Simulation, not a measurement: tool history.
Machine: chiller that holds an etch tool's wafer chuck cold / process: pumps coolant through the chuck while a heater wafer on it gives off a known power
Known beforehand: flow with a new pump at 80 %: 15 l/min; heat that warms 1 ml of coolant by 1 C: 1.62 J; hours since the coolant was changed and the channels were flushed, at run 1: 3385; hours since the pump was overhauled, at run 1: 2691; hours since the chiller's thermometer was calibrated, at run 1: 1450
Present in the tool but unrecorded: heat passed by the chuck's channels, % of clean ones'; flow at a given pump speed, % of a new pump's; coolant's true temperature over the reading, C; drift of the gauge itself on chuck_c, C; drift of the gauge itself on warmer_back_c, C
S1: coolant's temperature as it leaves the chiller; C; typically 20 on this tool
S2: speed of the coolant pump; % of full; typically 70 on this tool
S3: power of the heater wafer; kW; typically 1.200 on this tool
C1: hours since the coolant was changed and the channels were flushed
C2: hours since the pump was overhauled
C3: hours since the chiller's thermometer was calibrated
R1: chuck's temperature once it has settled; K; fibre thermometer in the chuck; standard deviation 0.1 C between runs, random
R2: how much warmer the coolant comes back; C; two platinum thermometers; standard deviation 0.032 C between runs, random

Run 1, hour 0.0: usual settings; C1 3385; C2 2691; C3 1450. Result: R1 306.15 K, R2 3.40 C.
Run 2, hour 76.7: usual settings but S3 0.799 kW; C1 3461; C2 2767; C3 1526. Result: R1 301.95 K, R2 2.27 C.
Run 3, hour 166.3: usual settings but S3 0.799 kW; C1 3551; C2 2857; C3 1616. Result: R1 301.85 K, R2 2.27 C.
Run 4, hour 242.9: usual settings; C1 3628; C2 2934; C3 1693. Result: R1 306.25 K, R2 3.30 C.
Run 5, hour 302.8: usual settings; C1 3688; C2 2993; C3 1752. Result: R1 306.25 K, R2 3.29 C.
Run 6, hour 435.3: usual settings but S1 12 C; C1 3820; C2 3126; C3 1885. Result: R1 298.25 K, R2 3.35 C.
Run 7, hour 498.0: usual settings but S1 12 C; C1 3883; C2 3189; C3 1948. Result: R1 298.25 K, R2 3.37 C.
Run 8, hour 595.4: usual settings but S1 12 C; C1 3980; C2 3286; C3 2045. Result: R1 298.15 K, R2 3.26 C.
Run 9, hour 730.2: usual settings but S1 12 C; C1 4115; C2 3421; C3 2180. Result: R1 298.25 K, R2 3.33 C.
Run 10, hour 863.9: usual settings but S1 12 C; C1 4249; C2 3555; C3 2313. Result: R1 298.15 K, R2 3.29 C.
Run 11, hour 994.7: usual settings but S1 12 C; C1 4379; C2 3685; C3 2444. Result: R1 298.05 K, R2 3.34 C.
Run 12, hour 1073.9: usual settings but S1 12 C, S3 0.616 kW; C1 4459; C2 3765; C3 2524. Result: R1 291.75 K, R2 1.66 C.
Run 13, hour 1201.9: usual settings but S1 12 C, S3 0.616 kW; C1 4587; C2 3893; C3 2651. Result: R1 291.65 K, R2 1.66 C.
Run 14, hour 1290.1: usual settings but S1 12 C, S3 1.642 kW; C1 4675; C2 3981; C3 2740. Result: R1 302.95 K, R2 4.56 C.
Run 15, hour 1382.7: usual settings but S1 12 C, S3 0.738 kW; C1 4767; C2 4073; C3 2832. Result: R1 293.15 K, R2 1.99 C.
Run 16, hour 1443.7: usual settings but S1 18 C, S3 0.787 kW; C1 4828; C2 4134; C3 2893. Result: R1 299.65 K, R2 2.11 C.
At hour 1466.0: coolant changed, channels flushed.
Run 17, hour 1543.6: usual settings but S1 18 C, S2 66 % of full; C1 78; C2 4228; C3 2987. Result: R1 304.75 K, R2 3.48 C.
Run 18, hour 1634.6: usual settings but S1 11 C, S2 62 % of full, S3 0.773 kW; C1 169; C2 4319; C3 3078. Result: R1 293.35 K, R2 2.34 C.
Run 19, hour 1718.6: usual settings but S1 11 C, S2 62 % of full, S3 0.773 kW; C1 253; C2 4403; C3 3162. Result: R1 293.05 K, R2 2.36 C.
Run 20, hour 1779.7: usual settings but S1 11 C, S2 62 % of full, S3 0.773 kW; C1 314; C2 4464; C3 3223. Result: R1 293.15 K, R2 2.39 C.
Run 21, hour 1875.0: usual settings but S1 16 C, S2 71 % of full, S3 1.701 kW; C1 409; C2 4560; C3 3319. Result: R1 307.55 K, R2 4.59 C.

Describe how what the log doesn't record of the tool's condition differs between the last listed run preceding each entry between runs and the first listed run following it.
In the gap between runs 16 and 17: coolant changed, channels flushed (hour 1466.0)
  heat passed by the chuck's channels, % of clean ones': 99.9 -> 100
  measured value less the no-hidden-state value, R2: -0.07 -> -0.07 C
